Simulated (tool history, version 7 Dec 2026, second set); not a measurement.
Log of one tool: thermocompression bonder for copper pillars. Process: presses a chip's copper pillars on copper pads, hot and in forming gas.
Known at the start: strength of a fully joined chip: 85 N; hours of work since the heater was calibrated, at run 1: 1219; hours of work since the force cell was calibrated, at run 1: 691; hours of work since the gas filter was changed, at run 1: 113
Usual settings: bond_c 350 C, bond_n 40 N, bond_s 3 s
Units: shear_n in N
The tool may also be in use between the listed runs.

run,day,bond_c,bond_n,bond_s,hours of work since the heater was calibrated,hours of work since the force cell was calibrated,hours of work since the gas filter was changed,shear_n
1,0.000,350,40,3,1219,691,113,38.0
2,1.375,350,40,3,1239,712,133,38.5
# day 2.788: forming gas filter changed
3,3.183,350,40,3,1265,738,6,38.7
4,4.429,350,40,3,1284,756,24,38.6
5,5.383,350,40,3,1298,771,38,38.8
6,6.221,347,40,3,1310,783,51,36.8
7,8.221,347,40,3,1339,812,80,37.4
8,9.396,347,40,3,1357,830,97,37.4
9,10.642,347,40,3,1375,848,116,37.0
10,12.012,347,40,3,1395,868,136,37.5
# day 13.142: forming gas filter changed
11,13.962,347,40,3,1424,897,12,37.5
12,15.146,366,40,3,1441,914,30,45.3
13,17.138,366,40,3,1471,944,59,44.1
14,18.796,366,40,3,1495,968,83,44.2
# day 19.425: heater calibrated with a thermocouple chip
15,20.021,350,40,2,9,985,100,33.0
16,21.600,350,25,4,32,1008,123,25.1
17,23.212,367,25,5,56,1032,147,34.4
# day 23.575: forming gas filter changed
18,24.679,367,25,5,77,1053,16,33.9
19,25.996,372,40,5,97,1073,36,55.2
20,28.012,372,40,5,126,1102,65,55.3
21,29.612,350,56,3,150,1126,89,52.4
22,31.350,350,56,3,176,1152,115,52.0
23,32.471,350,44,8,192,1168,131,57.2
# day 33.875: forming gas filter changed
24,34.425,350,57,3,221,1197,8,52.9

Forecast each of these 3 alternatives for the next run:
A,36.158,331,25,5,246,1222,34,?
B,36.158,350,57,4,246,1222,34,?
C,36.158,350,26,6,246,1222,34,?

run,shear_n
A,22.5
B,58.6
C,32.0
Without the tool's hidden state the same runs would have given:
run,shear_n
A,22.5
B,58.6
C,32.0

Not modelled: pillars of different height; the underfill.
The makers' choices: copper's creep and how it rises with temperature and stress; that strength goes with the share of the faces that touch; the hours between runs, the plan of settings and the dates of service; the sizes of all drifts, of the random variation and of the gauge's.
